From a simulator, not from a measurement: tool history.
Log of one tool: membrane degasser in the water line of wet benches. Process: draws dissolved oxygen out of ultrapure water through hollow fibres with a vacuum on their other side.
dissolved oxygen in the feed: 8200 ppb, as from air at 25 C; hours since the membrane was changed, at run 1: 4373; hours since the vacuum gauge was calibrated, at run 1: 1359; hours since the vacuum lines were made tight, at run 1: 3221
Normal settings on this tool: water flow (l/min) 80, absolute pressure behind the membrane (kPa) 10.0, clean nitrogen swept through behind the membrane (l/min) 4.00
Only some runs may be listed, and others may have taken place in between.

| run | hour | water flow (l/min) | absolute pressure behind the membrane (kPa) | clean nitrogen swept through behind the membrane (l/min) | hours since the membrane was changed | hours since the vacuum gauge was calibrated | hours since the vacuum lines were made tight | dissolved oxygen in the water behind the degasser (ppb) | pressure that the water loses in the fibres (kPa) |
|---|---|---|---|---|---|---|---|---|---|
| 1 | 0.0 | 80 | 10.0 | 4.00 | 4373 | 1359 | 3221 | 492.8 | 31.49 |
| 2 | 66.4 | 80 | 10.0 | 4.00 | 4439 | 1425 | 3287 | 483.0 | 31.79 |
| 3 | 181.6 | 80 | 14.9 | 4.00 | 4554 | 1541 | 3402 | 684.9 | 31.53 |
| 4 | 302.5 | 80 | 14.9 | 4.00 | 4675 | 1662 | 3523 | 689.0 | 31.55 |
| 5 | 412.0 | 80 | 14.9 | 4.00 | 4785 | 1771 | 3633 | 690.2 | 31.57 |
| 6 | 501.7 | 80 | 14.9 | 4.00 | 4874 | 1861 | 3722 | 688.2 | 31.79 |
| 7 | 594.4 | 80 | 10.0 | 4.00 | 4967 | 1954 | 3815 | 494.5 | 31.70 |
| 8 | 720.4 | 80 | 10.0 | 4.00 | 5093 | 2080 | 3941 | 494.3 | 31.67 |
| 9 | 862.0 | 80 | 10.0 | 4.00 | 5235 | 2221 | 4083 | 499.1 | 31.74 |
| 10 | 958.9 | 80 | 10.0 | 4.00 | 5332 | 2318 | 4180 | 494.6 | 32.10 |
| 11 | 1072.1 | 80 | 10.0 | 4.00 | 5445 | 2431 | 4293 | 504.7 | 31.77 |
| 12 | 1212.1 | 80 | 10.0 | 4.00 | 5585 | 2571 | 4433 | 494.9 | 32.00 |
| 13 | 1332.7 | 80 | 10.0 | 4.00 | 5705 | 2692 | 4553 | 504.5 | 31.81 |
| 14 | 1444.3 | 87 | 10.0 | 4.00 | 5817 | 2803 | 4665 | 564.3 | 34.71 |
| 15 | 1550.7 | 87 | 10.0 | 4.00 | 5923 | 2910 | 4771 | 561.9 | 34.58 |
| 16 | 1632.1 | 87 | 10.0 | 4.00 | 6005 | 2991 | 4853 | 567.2 | 34.66 |
| 17 | 1708.7 | 63 | 10.0 | 4.00 | 6081 | 3068 | 4929 | 357.5 | 25.19 |
| 18 | 1808.7 | 80 | 7.9 | 4.00 | 6181 | 3168 | 5029 | 419.6 | 31.97 |
| 19 | 1952.8 | 112 | 21.3 | 4.97 | 6326 | 3312 | 5174 | 1177.4 | 44.83 |
|  | 2051.6 | seals of the vacuum lines changed |
| 20 | 2092.3 | 112 | 21.3 | 4.97 | 6463 | 3449 | 41 | 1169.3 | 44.60 |
| 21 | 2197.1 | 112 | 21.3 | 8.46 | 6568 | 3554 | 145 | 909.1 | 44.68 |
| 22 | 2338.9 | 67 | 6.4 | 8.46 | 6710 | 3696 | 287 | 204.8 | 26.89 |
| 23 | 2456.3 | 97 | 6.4 | 5.06 | 6827 | 3813 | 405 | 458.7 | 39.07 |
| 24 | 2534.3 | 97 | 20.0 | 5.06 | 6905 | 3891 | 483 | 964.6 | 38.74 |
| 25 | 2629.3 | 97 | 20.0 | 5.06 | 7000 | 3986 | 578 | 960.3 | 38.89 |
| 26 | 2736.6 | 97 | 20.0 | 5.06 | 7107 | 4094 | 685 | 965.6 | 38.85 |
| 27 | 2860.8 | 63 | 12.3 | 3.05 | 7232 | 4218 | 809 | 521.9 | 25.18 |
| 28 | 2934.0 | 78 | 6.5 | 11.03 | 7305 | 4291 | 882 | 267.2 | 31.27 |
| 29 | 3063.1 | 105 | 10.0 | 4.00 | 7434 | 4420 | 1012 | 735.4 | 42.42 |
| 30 | 3208.1 | 105 | 10.0 | 4.00 | 7579 | 4565 | 1157 | 730.5 | 42.40 |
| 31 | 3352.2 | 105 | 10.0 | 4.00 | 7723 | 4709 | 1301 | 734.4 | 42.14 |
| 32 | 3449.7 | 105 | 10.0 | 4.00 | 7821 | 4807 | 1398 | 729.6 | 42.45 |

Here are 4 independent what-if runs from the current tool condition. What would each one return?
| A | 3557.9 | 109 | 10.0 | 4.00 | 7929 | 4915 | 1506 | ? | ? |
| B | 3557.9 | 105 | 20.4 | 1.68 | 7929 | 4915 | 1506 | ? | ? |
| C | 3557.9 | 94 | 9.4 | 2.40 | 7929 | 4915 | 1506 | ? | ? |
| D | 3557.9 | 105 | 8.4 | 4.00 | 7929 | 4915 | 1506 | ? | ? |

| run | dissolved oxygen in the water behind the degasser (ppb) | pressure that the water loses in the fibres (kPa) |
|---|---|---|
| A | 775.7 | 43.99 |
| B | 1907.5 | 42.36 |
| C | 763.4 | 37.77 |
| D | 664.7 | 42.34 |
Had the tool no hidden state, the same runs would have come out as:
| run | dissolved oxygen in the water behind the degasser (ppb) | pressure that the water loses in the fibres (kPa) |
|---|---|---|
| A | 717.8 | 42.11 |
| B | 1859.5 | 40.55 |
| C | 711.4 | 36.15 |
| D | 607.9 | 40.53 |
